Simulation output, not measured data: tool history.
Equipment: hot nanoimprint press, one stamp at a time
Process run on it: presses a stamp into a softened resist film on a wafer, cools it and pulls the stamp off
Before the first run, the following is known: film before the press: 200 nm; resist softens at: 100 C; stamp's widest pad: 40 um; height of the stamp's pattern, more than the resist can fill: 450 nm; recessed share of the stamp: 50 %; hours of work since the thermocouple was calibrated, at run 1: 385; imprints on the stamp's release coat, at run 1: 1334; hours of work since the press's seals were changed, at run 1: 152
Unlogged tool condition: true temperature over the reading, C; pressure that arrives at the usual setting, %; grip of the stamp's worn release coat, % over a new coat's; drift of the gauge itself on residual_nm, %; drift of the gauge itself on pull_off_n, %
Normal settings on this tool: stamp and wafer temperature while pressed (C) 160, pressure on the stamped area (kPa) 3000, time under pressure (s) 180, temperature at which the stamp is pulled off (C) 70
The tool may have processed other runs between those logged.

run	day	stamp and wafer temperature while pressed (C)	pressure on the stamped area (kPa)	time under pressure (s)	temperature at which the stamp is pulled off (C)	hours of work since the thermocouple was calibrated	imprints on the stamp's release coat	hours of work since the press's seals were changed	resist left under the stamp's widest pad (angstrom)	greatest force while the stamp is pulled off (N)
1	0.000	160	3000	180	70	385	1334	152	687	103
2	0.658	160	3000	180	69	396	1373	162	701	102
3	1.525	160	3260	180	70	410	1425	176	669	103
4	2.125	160	3260	180	70	420	1461	186	660	105
5	2.800	160	3260	180	70	430	1501	197	657	100
6	3.712	160	3260	180	70	445	1556	211	664	101
7	4.246	160	3000	180	70	454	1588	220	683	104
8	4.829	160	3000	180	70	463	1623	229	681	102
9	5.538	153	2710	161	62	474	1666	241	971	112
10	6.012	153	2710	139	75	482	1694	248	1037	101
11	6.500	160	2340	180	76	490	1723	256	761	106
12	7.067	153	2090	124	74	499	1757	265	1161	103
13	7.675	163	2930	152	76	509	1794	275	656	102
14	8.092	160	3750	160	72	515	1819	282	637	107
15	8.525	158	3240	93	59	522	1845	289	918	111
16	9.462	165	3290	105	76	538	1901	304	680	106

Difference, measured minus no-hidden-state, one row per run. Run-to-run variation is common to both terms; the gauge's own scatter need not be:
run	resist left under the stamp's widest pad (angstrom)	greatest force while the stamp is pulled off (N)
1	-57	+10
2	-59	+10
3	-59	+11
4	-60	+12
5	-61	+11
6	-63	+11
7	-65	+12
8	-67	+12
9	-94	+14
10	-97	+12
11	-76	+13
12	-100	+13
13	-67	+13
14	-70	+14
15	-90	+15
16	-69	+15
